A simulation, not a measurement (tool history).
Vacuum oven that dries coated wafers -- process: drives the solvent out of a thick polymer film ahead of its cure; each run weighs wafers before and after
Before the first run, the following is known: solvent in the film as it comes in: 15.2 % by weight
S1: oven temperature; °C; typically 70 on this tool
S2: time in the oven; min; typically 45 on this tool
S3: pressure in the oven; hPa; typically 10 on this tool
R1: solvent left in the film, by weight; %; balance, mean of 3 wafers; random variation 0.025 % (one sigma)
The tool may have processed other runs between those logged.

run,hour,S1,S2,S3,R1
1,0,70,45,10,3.27
2,5.9,70,45,10,3.23
3,16.5,70,45,10,3.3
4,24.5,70,45,10,3.25
5,34.6,73,45,10,2.42
6,43.9,70,45,9.1,3.24
7,54.1,70,45,9.1,3.22
8,64.4,70,45,10,3.22
9,77.2,70,45,10,3.25
10,87.8,70,45,10,3.23
11,100.5,70,45,10,3.23
12,108.3,70,45,26.6,4.24
13,115.9,70,45,26.6,4.27
14,129.9,70,45,10,3.2
15,135.8,70,45,10,3.23
16,143.4,70,45,10,3.27
# hour 146.2: vacuum gauge cleaned of residue and calibrated
17,154.4,70,45,9.4,3.22
18,164.8,70,45,9.4,3.26
19,176.7,70,45,17.2,3.66
20,187.5,70,45,17.2,3.72
# hour 190.9: vacuum gauge cleaned of residue and calibrated, once more
21,197.4,70,45,17.2,3.6
22,203.9,57,45,17.3,8
23,213.8,58,41,39.8,9.65
24,224.4,85,72,39.8,1.59
25,230.3,74,59,8.8,1.27
26,243.3,61,59,19.6,5.79
27,252.7,61,59,19.6,5.81
28,258.6,61,59,19.6,5.85
29,271.1,72,59,13.2,1.92
30,280,80,59,37.1,2
31,287.3,80,59,37.1,1.99
32,298.3,69,77,10.9,1.8
33,308.5,69,77,10.9,1.8
34,314.3,58,62,26,7.24
35,328.4,70,57,10,2.32
36,341.9,73,27,10,4.3
37,350.1,57,52,10,6.93
38,361.1,79,33,35.2,3.02
39,369.7,72,62,12.6,1.8

Consider 3 possible next runs. They are alternatives, not a sequence: every one starts from the tool as it was left by run 39. What does each give?
A,375.9,72,30,9.5,?
B,375.9,76,22,25.9,?
C,375.9,72,62,6.8,?

run,R1
A,4.16
B,4.9
C,1.46
The same runs, with their run-to-run variation unchanged, on a tool lacking any hidden condition would have given:
run,R1
A,4.29
B,5.03
C,1.52
